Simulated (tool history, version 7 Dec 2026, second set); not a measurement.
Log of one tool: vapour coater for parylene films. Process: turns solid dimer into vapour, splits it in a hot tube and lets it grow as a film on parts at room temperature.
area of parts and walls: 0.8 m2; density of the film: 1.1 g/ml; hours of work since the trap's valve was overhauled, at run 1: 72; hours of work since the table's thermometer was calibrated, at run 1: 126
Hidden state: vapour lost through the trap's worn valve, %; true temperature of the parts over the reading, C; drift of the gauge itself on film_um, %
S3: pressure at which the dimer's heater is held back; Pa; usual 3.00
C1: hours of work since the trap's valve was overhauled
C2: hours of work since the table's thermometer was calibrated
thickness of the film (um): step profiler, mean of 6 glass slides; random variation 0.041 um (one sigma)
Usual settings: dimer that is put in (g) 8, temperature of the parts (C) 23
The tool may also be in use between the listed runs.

{"run": 1, "day": 0.0, "dimer that is put in (g)": 8, "temperature of the parts (C)": 23, "S3": 3.0, "C1": 72, "C2": 126, "thickness of the film (um)": 5.82}
{"run": 2, "day": 0.362, "dimer that is put in (g)": 8, "temperature of the parts (C)": 23, "S3": 3.15, "C1": 77, "C2": 131, "thickness of the film (um)": 5.86}
{"run": 3, "day": 0.779, "dimer that is put in (g)": 8, "temperature of the parts (C)": 23, "S3": 3.15, "C1": 83, "C2": 137, "thickness of the film (um)": 5.83}
{"run": 4, "day": 1.262, "dimer that is put in (g)": 8, "temperature of the parts (C)": 23, "S3": 3.15, "C1": 90, "C2": 144, "thickness of the film (um)": 5.81}
{"run": 5, "day": 1.546, "dimer that is put in (g)": 8, "temperature of the parts (C)": 23, "S3": 3.15, "C1": 94, "C2": 148, "thickness of the film (um)": 5.77}
{"run": 6, "day": 1.838, "dimer that is put in (g)": 8, "temperature of the parts (C)": 23, "S3": 3.15, "C1": 98, "C2": 152, "thickness of the film (um)": 5.85}
{"run": 7, "day": 2.242, "dimer that is put in (g)": 8, "temperature of the parts (C)": 23, "S3": 3.0, "C1": 103, "C2": 158, "thickness of the film (um)": 5.85}
{"run": 8, "day": 2.583, "dimer that is put in (g)": 11, "temperature of the parts (C)": 23, "S3": 3.0, "C1": 108, "C2": 163, "thickness of the film (um)": 7.99}
{"run": 9, "day": 2.908, "dimer that is put in (g)": 11, "temperature of the parts (C)": 23, "S3": 3.0, "C1": 113, "C2": 167, "thickness of the film (um)": 7.99}
{"run": 10, "day": 3.167, "dimer that is put in (g)": 11, "temperature of the parts (C)": 23, "S3": 3.0, "C1": 117, "C2": 171, "thickness of the film (um)": 8.04}
{"run": 11, "day": 3.554, "dimer that is put in (g)": 11, "temperature of the parts (C)": 23, "S3": 3.0, "C1": 122, "C2": 176, "thickness of the film (um)": 7.93}
{"run": 12, "day": 4.1, "dimer that is put in (g)": 11, "temperature of the parts (C)": 23, "S3": 3.0, "C1": 130, "C2": 184, "thickness of the film (um)": 8.0}
{"run": 13, "day": 4.517, "dimer that is put in (g)": 11, "temperature of the parts (C)": 23, "S3": 3.0, "C1": 136, "C2": 190, "thickness of the film (um)": 7.91}
{"run": 14, "day": 4.921, "dimer that is put in (g)": 8, "temperature of the parts (C)": 23, "S3": 3.0, "C1": 141, "C2": 196, "thickness of the film (um)": 5.8}
{"run": 15, "day": 5.312, "dimer that is put in (g)": 8, "temperature of the parts (C)": 23, "S3": 3.0, "C1": 147, "C2": 201, "thickness of the film (um)": 5.74}
{"run": 16, "day": 5.708, "dimer that is put in (g)": 7, "temperature of the parts (C)": 23, "S3": 2.33, "C1": 153, "C2": 207, "thickness of the film (um)": 5.21}
{"run": 17, "day": 6.288, "dimer that is put in (g)": 8, "temperature of the parts (C)": 19, "S3": 6.4, "C1": 161, "C2": 215, "thickness of the film (um)": 5.31}
{"run": 18, "day": 6.808, "dimer that is put in (g)": 11, "temperature of the parts (C)": 17, "S3": 3.37, "C1": 168, "C2": 222, "thickness of the film (um)": 8.49}
{"run": 19, "day": 7.329, "dimer that is put in (g)": 8, "temperature of the parts (C)": 15, "S3": 2.75, "C1": 175, "C2": 230, "thickness of the film (um)": 6.53}
{"run": 20, "day": 7.883, "dimer that is put in (g)": 8, "temperature of the parts (C)": 15, "S3": 2.75, "C1": 183, "C2": 237, "thickness of the film (um)": 6.68}
{"run": 21, "day": 8.433, "dimer that is put in (g)": 8, "temperature of the parts (C)": 15, "S3": 2.75, "C1": 191, "C2": 245, "thickness of the film (um)": 6.64}
{"run": 22, "day": 9.042, "dimer that is put in (g)": 4, "temperature of the parts (C)": 33, "S3": 2.87, "C1": 200, "C2": 254, "thickness of the film (um)": 2.44}
{"run": 23, "day": 9.362, "dimer that is put in (g)": 7, "temperature of the parts (C)": 19, "S3": 11.85, "C1": 204, "C2": 258, "thickness of the film (um)": 4.16}
{"run": 24, "day": 9.883, "dimer that is put in (g)": 7, "temperature of the parts (C)": 19, "S3": 11.85, "C1": 212, "C2": 266, "thickness of the film (um)": 4.16}
{"run": 25, "day": 10.317, "dimer that is put in (g)": 9, "temperature of the parts (C)": 23, "S3": 3.0, "C1": 218, "C2": 272, "thickness of the film (um)": 6.37}
{"run": 26, "day": 10.846, "dimer that is put in (g)": 8, "temperature of the parts (C)": 20, "S3": 6.98, "C1": 225, "C2": 279, "thickness of the film (um)": 5.13}
{"run": 27, "day": 11.138, "dimer that is put in (g)": 4, "temperature of the parts (C)": 33, "S3": 6.98, "C1": 229, "C2": 284, "thickness of the film (um)": 2.04}

Forecast each of these 4 alternatives for the next run:
{"run": "A", "day": 11.533, "dimer that is put in (g)": 6, "temperature of the parts (C)": 30, "S3": 8.58, "C1": 235, "C2": 289, "thickness of the film (um)": "?"}
{"run": "B", "day": 11.533, "dimer that is put in (g)": 8, "temperature of the parts (C)": 23, "S3": 2.14, "C1": 235, "C2": 289, "thickness of the film (um)": "?"}
{"run": "C", "day": 11.533, "dimer that is put in (g)": 8, "temperature of the parts (C)": 23, "S3": 4.21, "C1": 235, "C2": 289, "thickness of the film (um)": "?"}
{"run": "D", "day": 11.533, "dimer that is put in (g)": 8, "temperature of the parts (C)": 27, "S3": 5.83, "C1": 235, "C2": 289, "thickness of the film (um)": "?"}

run=A thickness_of_the_film_(um)=3.14
run=B thickness_of_the_film_(um)=6.00
run=C thickness_of_the_film_(um)=5.29
run=D thickness_of_the_film_(um)=4.75
Without the tool's hidden state the same runs would have given:
run=A thickness_of_the_film_(um)=3.32
run=B thickness_of_the_film_(um)=6.35
run=C thickness_of_the_film_(um)=5.60
run=D thickness_of_the_film_(um)=5.03
